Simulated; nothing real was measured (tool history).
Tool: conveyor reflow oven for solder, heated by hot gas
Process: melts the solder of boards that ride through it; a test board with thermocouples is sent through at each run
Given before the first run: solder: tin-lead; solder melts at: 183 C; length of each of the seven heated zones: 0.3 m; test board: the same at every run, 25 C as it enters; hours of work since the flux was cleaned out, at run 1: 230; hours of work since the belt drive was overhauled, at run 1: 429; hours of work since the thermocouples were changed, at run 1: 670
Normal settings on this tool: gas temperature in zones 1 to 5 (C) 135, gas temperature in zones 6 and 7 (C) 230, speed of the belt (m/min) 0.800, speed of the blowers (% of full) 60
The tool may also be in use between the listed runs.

run    hour  gas temperature in zones 1 to 5 (C)  gas temperature in zones 6 and 7 (C)  speed of the belt (m/min)  speed of the blowers (% of full)  hours of work since the flux was cleaned out  hours of work since the belt drive was overhauled  hours of work since the thermocouples were changed  highest temperature of the board (C)  time above the solder's melting point (s)
  1     0.0                                  135                                   230                      0.800                                60                                           230                                                429                                                 670                                 206.0                                       26.0
  2    26.4                                  135                                   230                      0.800                                60                                           243                                                443                                                 683                                 207.0                                       25.3
  3    65.2                                  125                                   230                      0.800                                60                                           263                                                463                                                 703                                 203.1                                       22.5
  4    93.4                                  125                                   230                      0.800                                60                                           278                                                477                                                 718                                 202.4                                       21.9
  5   139.2                                  125                                   230                      0.800                                60                                           302                                                501                                                 742                                 202.8                                       22.7
  6   162.0                                  135                                   230                      0.800                                59                                           313                                                513                                                 754                                 205.4                                       24.2
  7   208.5                                  135                                   230                      0.800                                55                                           337                                                537                                                 778                                 203.5                                       23.0
  8   255.9                                  135                                   230                      0.800                                55                                           362                                                561                                                 802                                 202.6                                       23.7
  9   298.7                                  135                                   230                      0.800                                55                                           384                                                583                                                 824                                 202.8                                       23.5
 10   337.2                                  135                                   230                      0.800                                55                                           404                                                603                                                 844                                 203.0                                       23.0
 11   367.8                                  135                                   230                      0.800                                55                                           420                                                619                                                 860                                 202.3                                       22.4
 12   395.5                                  135                                   230                      0.800                                55                                           434                                                633                                                 874                                 202.2                                       22.9
      407.9  -- flux residue cleaned out of gas plates and filters
 13   429.3                                  135                                   230                      0.800                                55                                            11                                                648                                                 889                                 207.5                                       26.9
 14   453.2                                  139                                   230                      0.800                                60                                            23                                                661                                                 901                                 210.4                                       30.1
 15   478.8                                  139                                   230                      0.800                                60                                            37                                                674                                                 915                                 210.5                                       29.2
 16   525.0                                  129                                   226                      0.800                                74                                            60                                                698                                                 938                                 208.5                                       28.0
 17   558.6                                  129                                   226                      0.800                                74                                            78                                                715                                                 956                                 208.6                                       27.3
 18   602.3                                  129                                   226                      0.800                                74                                           100                                                738                                                 978                                 209.0                                       26.6
 19   633.7                                  129                                   226                      0.800                                74                                           117                                                754                                                 995                                 208.0                                       27.9
 20   681.9                                  127                                   223                      0.823                                69                                           142                                                779                                                1020                                 202.8                                       22.7
      702.8  -- belt drive overhauled, speed set with a stopwatch
 21   729.1                                  124                                   230                      0.800                                77                                           164                                                 14                                                1042                                 210.5                                       26.7
 22   760.1                                  124                                   230                      0.800                                77                                           180                                                 30                                                1058                                 209.9                                       25.9
 23   805.4                                  135                                   222                      0.883                                61                                           203                                                 53                                                1081                                 197.0                                       16.6
 24   849.4                                  135                                   230                      0.955                                72                                           226                                                 76                                                1104                                 203.4                                       19.1
 25   876.1                                  126                                   230                      0.955                                77                                           240                                                 90                                                1118                                 201.7                                       17.1
 26   926.7                                  126                                   230                      0.936                                77                                           266                                                116                                                1144                                 202.8                                       18.6
 27   955.0                                  133                                   239                      0.864                                81                                           281                                                130                                                1159                                 216.5                                       29.0
 28   988.5                                  135                                   230                      0.736                                60                                           298                                                148                                                1176                                 209.5                                       30.4
 29  1026.1                                  135                                   230                      0.736                                60                                           317                                                167                                                1195                                 209.0                                       30.4
 30  1069.7                                  121                                   229                      0.700                                71                                           340                                                190                                                1218                                 210.8                                       30.7

Hidden condition of the tool, last listed run before each entry between runs versus first listed run after:
Run 12 -> run 13: flux residue cleaned out of gas plates and filters (hour 407.9)
  heat that the gas passes to the board, % of a clean oven's: 83.5 -> 98.1; belt's true speed, % of the reading: 98.43 -> 98.39; true gas temperature in zones 6 and 7 over the reading, C: 3 -> 3.05
  the result without the hidden state subtracted from the measured one, highest temperature of the board (C): -2.2 -> +2.5; time above the solder's melting point (s): -1.8 -> +2.2
Run 20 -> run 21: belt drive overhauled, speed set with a stopwatch (hour 702.8)
  heat that the gas passes to the board, % of a clean oven's: 92.7 -> 91.8; belt's true speed, % of the reading: 98.04 -> 99.82; true gas temperature in zones 6 and 7 over the reading, C: 3.52 -> 3.6
  the result without the hidden state subtracted from the measured one, highest temperature of the board (C): +1.2 -> +0.2; time above the solder's melting point (s): +1.1 -> -0.3
